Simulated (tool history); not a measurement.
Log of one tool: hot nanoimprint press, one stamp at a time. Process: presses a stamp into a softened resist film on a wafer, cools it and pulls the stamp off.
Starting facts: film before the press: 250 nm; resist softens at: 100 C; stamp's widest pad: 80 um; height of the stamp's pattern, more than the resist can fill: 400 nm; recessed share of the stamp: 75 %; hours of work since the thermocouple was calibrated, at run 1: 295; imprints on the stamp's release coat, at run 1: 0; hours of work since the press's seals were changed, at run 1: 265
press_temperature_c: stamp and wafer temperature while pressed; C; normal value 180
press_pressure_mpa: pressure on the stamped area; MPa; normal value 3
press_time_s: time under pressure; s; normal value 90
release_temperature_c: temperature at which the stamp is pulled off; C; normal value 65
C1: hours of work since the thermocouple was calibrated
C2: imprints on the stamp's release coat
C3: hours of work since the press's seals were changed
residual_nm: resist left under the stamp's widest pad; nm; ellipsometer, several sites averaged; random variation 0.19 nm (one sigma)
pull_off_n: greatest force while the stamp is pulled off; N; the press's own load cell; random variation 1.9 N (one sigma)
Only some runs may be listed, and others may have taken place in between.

Run 1, hour 0: usual settings; C1 295; C2 0; C3 265. Result: residual_nm 124.9 nm, pull_off_n 124 N.
Run 2, hour 18.7: usual settings; C1 308; C2 75; C3 278. Result: residual_nm 124.8 nm, pull_off_n 122 N.
Run 3, hour 49.4: usual settings; C1 329; C2 198; C3 299. Result: residual_nm 125 nm, pull_off_n 129 N.
Run 4, hour 80.4: usual settings; C1 350; C2 323; C3 320. Result: residual_nm 124.9 nm, pull_off_n 133 N.
At hour 85.3: plate thermocouple calibrated.
Run 5, hour 115.2: usual settings; C1 21; C2 451; C3 342. Result: residual_nm 123.8 nm, pull_off_n 138 N.
At hour 152: plate thermocouple calibrated, once more.
Run 6, hour 152: usual settings but press_time_s 67 s; C1 0; C2 587; C3 366. Result: residual_nm 140.1 nm, pull_off_n 143 N.
Run 7, hour 176.5: usual settings; C1 17; C2 685; C3 383. Result: residual_nm 125.9 nm, pull_off_n 148 N.
At hour 184.5: stamp cleaned and given a new release coat.
Run 8, hour 202.2: usual settings but press_pressure_mpa 2.18 MPa; C1 30; C2 71; C3 396. Result: residual_nm 142 nm, pull_off_n 126 N.
Run 9, hour 220.4: usual settings but press_pressure_mpa 2.18 MPa; C1 43; C2 144; C3 409. Result: residual_nm 142.3 nm, pull_off_n 128 N.
Run 10, hour 239.9: usual settings but press_pressure_mpa 2.18 MPa; C1 57; C2 223; C3 422. Result: residual_nm 142.2 nm, pull_off_n 130 N.
Run 11, hour 259.1: usual settings but press_pressure_mpa 2.18 MPa; C1 70; C2 300; C3 436. Result: residual_nm 141.7 nm, pull_off_n 130 N.
Run 12, hour 287.2: usual settings but press_pressure_mpa 2.18 MPa, release_temperature_c 61 C; C1 89; C2 413; C3 455. Result: residual_nm 141.7 nm, pull_off_n 150 N.
Run 13, hour 307.4: usual settings but press_pressure_mpa 2.18 MPa, release_temperature_c 61 C; C1 103; C2 494; C3 469. Result: residual_nm 142.1 nm, pull_off_n 152 N.
Run 14, hour 322.4: usual settings; C1 113; C2 555; C3 479. Result: residual_nm 126.1 nm, pull_off_n 138 N.
Run 15, hour 351.5: usual settings; C1 134; C2 671; C3 499. Result: residual_nm 125.9 nm, pull_off_n 144 N.
At hour 365.6: stamp cleaned and given a new release coat.
Run 16, hour 382.5: usual settings; C1 151; C2 68; C3 517. Result: residual_nm 126.1 nm, pull_off_n 126 N.
Run 17, hour 400.3: usual settings but press_time_s 96 s; C1 163; C2 139; C3 529. Result: residual_nm 122.4 nm, pull_off_n 130 N.
Run 18, hour 429: usual settings but press_time_s 45 s; C1 183; C2 255; C3 549. Result: residual_nm 158.2 nm, pull_off_n 129 N.
Run 19, hour 454.7: usual settings but press_time_s 45 s; C1 201; C2 358; C3 566. Result: residual_nm 157.9 nm, pull_off_n 130 N.
Run 20, hour 482.1: usual settings but press_pressure_mpa 4.51 MPa, press_time_s 45 s; C1 220; C2 468; C3 585. Result: residual_nm 137.6 nm, pull_off_n 141 N.
Run 21, hour 498.8: usual settings but press_temperature_c 182 C, press_pressure_mpa 4.51 MPa, press_time_s 45 s; C1 231; C2 535; C3 597. Result: residual_nm 131.1 nm, pull_off_n 136 N.
Run 22, hour 516.9: usual settings but press_temperature_c 176 C, press_pressure_mpa 4.51 MPa, press_time_s 141 s; C1 244; C2 608; C3 609. Result: residual_nm 99.6 nm, pull_off_n 147 N.
Run 23, hour 534.5: usual settings but press_temperature_c 171 C, press_pressure_mpa 1.98 MPa, release_temperature_c 69 C; C1 256; C2 679; C3 622. Result: residual_nm 175.7 nm, pull_off_n 131 N.
At hour 545.4: stamp cleaned and given a new release coat.
Run 24, hour 567.6: usual settings but press_temperature_c 171 C, press_pressure_mpa 1.98 MPa, press_time_s 127 s, release_temperature_c 69 C; C1 274; C2 89; C3 640. Result: residual_nm 159.9 nm, pull_off_n 113 N.
Run 25, hour 583.4: usual settings but press_temperature_c 178 C, press_pressure_mpa 2.33 MPa, press_time_s 127 s, release_temperature_c 70 C; C1 285; C2 152; C3 651. Result: residual_nm 128 nm, pull_off_n 108 N.
Run 26, hour 605.8: usual settings but press_temperature_c 179 C, press_pressure_mpa 2.33 MPa, press_time_s 127 s, release_temperature_c 70 C; C1 301; C2 242; C3 667. Result: residual_nm 124.8 nm, pull_off_n 111 N.
Run 27, hour 629.1: usual settings but press_temperature_c 182 C, press_pressure_mpa 2.33 MPa, press_time_s 127 s, release_temperature_c 61 C; C1 317; C2 336; C3 683. Result: residual_nm 115.7 nm, pull_off_n 150 N.
Run 28, hour 648.7: usual settings but press_temperature_c 182 C, press_pressure_mpa 2.33 MPa, press_time_s 127 s, release_temperature_c 61 C; C1 330; C2 415; C3 696. Result: residual_nm 115.6 nm, pull_off_n 149 N.
Run 29, hour 672.7: usual settings but press_temperature_c 182 C, press_pressure_mpa 2.33 MPa, press_time_s 127 s, release_temperature_c 61 C; C1 347; C2 512; C3 713. Result: residual_nm 115.3 nm, pull_off_n 152 N.

Pick out some run-to-run changes in residual_nm. Of each, how much would a tool without hidden state show as well, from the settings, what came in and chance, and how much is left for the hidden state and any gauge scatter not in both results compared?
What the log doesn't record here: true temperature over the reading, C; pressure that arrives at the usual setting, %; grip of the stamp's worn release coat, % over a new coat's; drift of the gauge itself on residual_nm, %; drift of the gauge itself on pull_off_n, %.
Run 5 -> 6: press_time_s 90 -> 67, plate thermocouple calibrated, once more. residual_nm +16.3 nm: hidden state +2.4, all else +13.9.
Run 17 -> 18: press_time_s 96 -> 45. residual_nm +35.8 nm: hidden state +0, all else +35.8.
Run 22 -> 23: press_temperature_c 176 -> 171, press_pressure_mpa 4.51 -> 1.98, press_time_s 141 -> 90, release_temperature_c 65 -> 69. residual_nm +76.1 nm: hidden state -1.7, all else +77.8.
